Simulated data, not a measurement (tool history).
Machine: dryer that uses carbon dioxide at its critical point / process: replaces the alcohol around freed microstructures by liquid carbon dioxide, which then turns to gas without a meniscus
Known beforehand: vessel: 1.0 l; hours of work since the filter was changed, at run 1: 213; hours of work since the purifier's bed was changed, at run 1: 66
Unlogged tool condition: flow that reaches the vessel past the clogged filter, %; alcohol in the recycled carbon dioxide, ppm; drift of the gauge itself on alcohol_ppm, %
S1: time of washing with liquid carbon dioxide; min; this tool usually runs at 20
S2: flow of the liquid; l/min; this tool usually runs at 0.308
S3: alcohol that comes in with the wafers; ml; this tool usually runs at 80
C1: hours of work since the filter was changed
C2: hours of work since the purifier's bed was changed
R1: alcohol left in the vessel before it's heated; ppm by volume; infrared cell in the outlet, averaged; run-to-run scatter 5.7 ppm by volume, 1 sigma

run 1 day=0.000 | S1=20 S2=0.308 S3=80 | C1=213 C2=66 | R1=246
run 2 day=0.812 | S1=20 S2=0.308 S3=80 | C1=222 C2=75 | R1=244
run 3 day=1.879 | S1=20 S2=0.308 S3=80 | C1=234 C2=87 | R1=250
run 4 day=2.358 | S1=20 S2=0.308 S3=80 | C1=240 C2=93 | R1=257
run 5 day=3.271 | S1=20 S2=0.308 S3=80 | C1=250 C2=103 | R1=260
run 6 day=4.067 | S1=20 S2=0.308 S3=80 | C1=259 C2=112 | R1=252
run 7 day=4.679 | S1=20 S2=0.467 S3=80 | C1=266 C2=119 | R1=38
run 8 day=5.250 | S1=20 S2=0.467 S3=80 | C1=273 C2=126 | R1=35
run 9 day=6.292 | S1=20 S2=0.467 S3=80 | C1=285 C2=137 | R1=43
run 10 day=6.996 | S1=20 S2=0.308 S3=80 | C1=293 C2=146 | R1=273
run 11 day=8.029 | S1=21 S2=0.308 S3=80 | C1=305 C2=157 | R1=211
run 12 day=8.712 | S1=25 S2=0.308 S3=80 | C1=312 C2=165 | R1=85
run 13 day=9.258 | S1=12 S2=0.308 S3=80 | C1=319 C2=171 | R1=2505
run 14 day=10.108 | S1=31 S2=0.308 S3=80 | C1=328 C2=181 | R1=47
run 15 day=10.858 | S1=31 S2=0.308 S3=80 | C1=337 C2=190 | R1=55
run 16 day=11.354 | S1=31 S2=0.308 S3=80 | C1=343 C2=195 | R1=61
run 17 day=12.133 | S1=31 S2=0.308 S3=80 | C1=352 C2=204 | R1=56
run 18 day=12.658 | S1=31 S2=0.308 S3=80 | C1=358 C2=210 | R1=60
run 19 day=13.212 | S1=31 S2=0.308 S3=80 | C1=364 C2=217 | R1=65
run 20 day=13.733 | S1=20 S2=0.218 S3=80 | C1=370 C2=222 | R1=1602
run 21 day=14.738 | S1=20 S2=0.218 S3=80 | C1=381 C2=234 | R1=1536
run 22 day=15.279 | S1=20 S2=0.218 S3=102 | C1=387 C2=240 | R1=2032
run 23 day=16.042 | S1=17 S2=0.204 S3=69 | C1=396 C2=249 | R1=3060
-- day=16.675 inlet filter changed
run 24 day=16.675 | S1=17 S2=0.204 S3=69 | C1=0 C2=256 | R1=2539
run 25 day=17.312 | S1=23 S2=0.415 S3=56 | C1=7 C2=263 | R1=53
run 26 day=17.958 | S1=21 S2=0.308 S3=33 | C1=15 C2=270 | R1=108
run 27 day=18.771 | S1=17 S2=0.305 S3=20 | C1=24 C2=280 | R1=179
run 28 day=19.288 | S1=23 S2=0.308 S3=42 | C1=30 C2=285 | R1=104
run 29 day=19.796 | S1=18 S2=0.308 S3=23 | C1=36 C2=291 | R1=161
run 30 day=20.779 | S1=25 S2=0.317 S3=93 | C1=47 C2=302 | R1=98
run 31 day=21.408 | S1=25 S2=0.317 S3=104 | C1=54 C2=310 | R1=105
run 32 day=22.204 | S1=31 S2=0.308 S3=80 | C1=63 C2=319 | R1=62
run 33 day=23.254 | S1=15 S2=0.202 S3=61 | C1=75 C2=331 | R1=3487
run 34 day=24.000 | S1=15 S2=0.202 S3=61 | C1=84 C2=339 | R1=3606
run 35 day=24.508 | S1=15 S2=0.286 S3=61 | C1=89 C2=345 | R1=1036
run 36 day=25.121 | S1=20 S2=0.277 S3=31 | C1=96 C2=352 | R1=226
run 37 day=26.067 | S1=15 S2=0.419 S3=63 | C1=107 C2=363 | R1=194
run 38 day=26.633 | S1=15 S2=0.419 S3=106 | C1=114 C2=369 | R1=271
run 39 day=27.450 | S1=15 S2=0.419 S3=106 | C1=123 C2=379 | R1=287
run 40 day=28.212 | S1=15 S2=0.309 S3=60 | C1=132 C2=387 | R1=748
run 41 day=29.208 | S1=13 S2=0.246 S3=80 | C1=143 C2=399 | R1=4040
run 42 day=30.129 | S1=13 S2=0.246 S3=80 | C1=154 C2=409 | R1=3844
run 43 day=30.667 | S1=13 S2=0.246 S3=80 | C1=160 C2=415 | R1=3867

5 ways to go on from here, each from the tool as it stands after run 43. What would each give?
run A day=31.496 | S1=22 S2=0.515 S3=28 | C1=169 C2=425 | R1=?
run B day=31.496 | S1=21 S2=0.309 S3=36 | C1=169 C2=425 | R1=?
run C day=31.496 | S1=29 S2=0.349 S3=20 | C1=169 C2=425 | R1=?
run D day=31.496 | S1=12 S2=0.192 S3=36 | C1=169 C2=425 | R1=?
run E day=31.496 | S1=14 S2=0.308 S3=24 | C1=169 C2=425 | R1=?

run=A R1=80
run=B R1=160
run=C R1=88
run=D R1=4320
run=E R1=445
Take away the tool's hidden state, keep each run's random variation, and the runs would have read:
run=A R1=0
run=B R1=66
run=C R1=8
run=D R1=4004
run=E R1=327
